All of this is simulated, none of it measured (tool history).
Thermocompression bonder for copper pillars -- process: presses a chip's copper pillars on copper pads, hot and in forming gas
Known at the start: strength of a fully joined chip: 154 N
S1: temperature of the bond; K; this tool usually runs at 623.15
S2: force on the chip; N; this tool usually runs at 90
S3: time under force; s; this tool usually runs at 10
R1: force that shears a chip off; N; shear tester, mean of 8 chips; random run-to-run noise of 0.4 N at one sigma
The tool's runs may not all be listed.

Run 1, day 0.000: usual settings. Result: R1 99.1 N.
Run 2, day 1.612: usual settings. Result: R1 98.6 N.
Run 3, day 3.117: usual settings. Result: R1 98.5 N.
Run 4, day 5.062: usual settings. Result: R1 98.3 N.
Run 5, day 7.183: usual settings. Result: R1 97.4 N.
Run 6, day 8.900: usual settings but S3 13 s. Result: R1 105.5 N.
Run 7, day 12.479: usual settings but S3 13 s. Result: R1 104.9 N.
Run 8, day 14.325: usual settings but S3 13 s. Result: R1 105.8 N.
At day 15.046: forming gas filter changed.
Run 9, day 17.596: usual settings but S3 7 s. Result: R1 91.1 N.
Run 10, day 20.488: usual settings but S1 648.15 K, S3 7 s. Result: R1 105.4 N.
Run 11, day 23.954: usual settings but S2 81 N. Result: R1 96.5 N.
Run 12, day 26.417: usual settings but S3 15 s. Result: R1 111.4 N.
Run 13, day 28.671: usual settings but S2 68 N. Result: R1 91.4 N.
Run 14, day 31.796: usual settings but S2 68 N. Result: R1 91.1 N.
Run 15, day 35.438: usual settings but S2 68 N. Result: R1 91.1 N.
Run 16, day 38.888: usual settings. Result: R1 101.6 N.
At day 42.371: heater calibrated with a thermocouple chip.
Run 17, day 42.371: usual settings. Result: R1 106.7 N.
Run 18, day 45.212: usual settings. Result: R1 106.7 N.
At day 47.862: forming gas filter changed.
Run 19, day 48.592: usual settings but S1 633.15 K. Result: R1 114.0 N.
At day 51.867: force cell calibrated.
Run 20, day 52.121: usual settings. Result: R1 106.2 N.
At day 52.396: heater calibrated with a thermocouple chip, once more.
Run 21, day 54.096: usual settings but S1 631.15 K, S2 60 N, S3 17 s. Result: R1 98.8 N.
Run 22, day 57.029: usual settings but S1 645.15 K, S2 116 N, S3 17 s. Result: R1 129.1 N.
Run 23, day 58.533: usual settings but S2 59 N, S3 6 s. Result: R1 65.9 N.
Run 24, day 62.133: usual settings but S2 59 N, S3 6 s. Result: R1 65.9 N.
Run 25, day 64.104: usual settings but S2 59 N, S3 6 s. Result: R1 66.3 N.
Run 26, day 66.296: usual settings but S1 603.15 K, S2 59 N, S3 13 s. Result: R1 75.1 N.
Run 27, day 68.233: usual settings but S1 603.15 K, S2 59 N, S3 13 s. Result: R1 74.4 N.
Run 28, day 70.050: usual settings but S1 603.15 K, S2 59 N, S3 13 s. Result: R1 75.3 N.
Run 29, day 73.083: usual settings but S1 603.15 K, S2 59 N, S3 13 s. Result: R1 74.6 N.
Run 30, day 75.542: usual settings but S1 608.15 K, S2 55 N, S3 9 s. Result: R1 65.9 N.
Run 31, day 77.621: usual settings but S1 608.15 K, S2 55 N, S3 9 s. Result: R1 66.6 N.
Run 32, day 79.333: usual settings but S1 628.15 K, S2 124 N, S3 7 s. Result: R1 100.4 N.
At day 80.971: forming gas filter changed.
Run 33, day 81.738: usual settings but S1 650.15 K, S2 55 N, S3 19 s. Result: R1 112.7 N.
Run 34, day 85.238: usual settings but S1 635.15 K. Result: R1 105.5 N.
Run 35, day 87.588: usual settings but S1 635.15 K. Result: R1 105.7 N.
Run 36, day 90.442: usual settings but S1 644.15 K, S3 22 s. Result: R1 129.3 N.
Run 37, day 93.762: usual settings but S2 76 N. Result: R1 91.6 N.
Run 38, day 95.288: usual settings but S2 115 N. Result: R1 108.2 N.
Run 39, day 98.608: usual settings but S2 115 N. Result: R1 108.1 N.

Forecast each of these 4 alternatives for the next run:
Run A, day 100.654: usual settings but S1 633.15 K, S2 115 N. Result: R1 ?.
Run B, day 100.654: usual settings but S1 638.15 K, S3 17 s. Result: R1 ?.
Run C, day 100.654: usual settings but S1 629.15 K, S2 115 N, S3 6 s. Result: R1 ?.
Run D, day 100.654: usual settings but S1 638.15 K, S2 107 N. Result: R1 ?.

run     R1
  A  113.5
  B  120.4
  C   97.9
  D  113.7
Stripped of hidden state, with their random variation kept, the same runs would have yielded:
run     R1
  A  109.8
  B  117.3
  C   93.7
  D  110.1
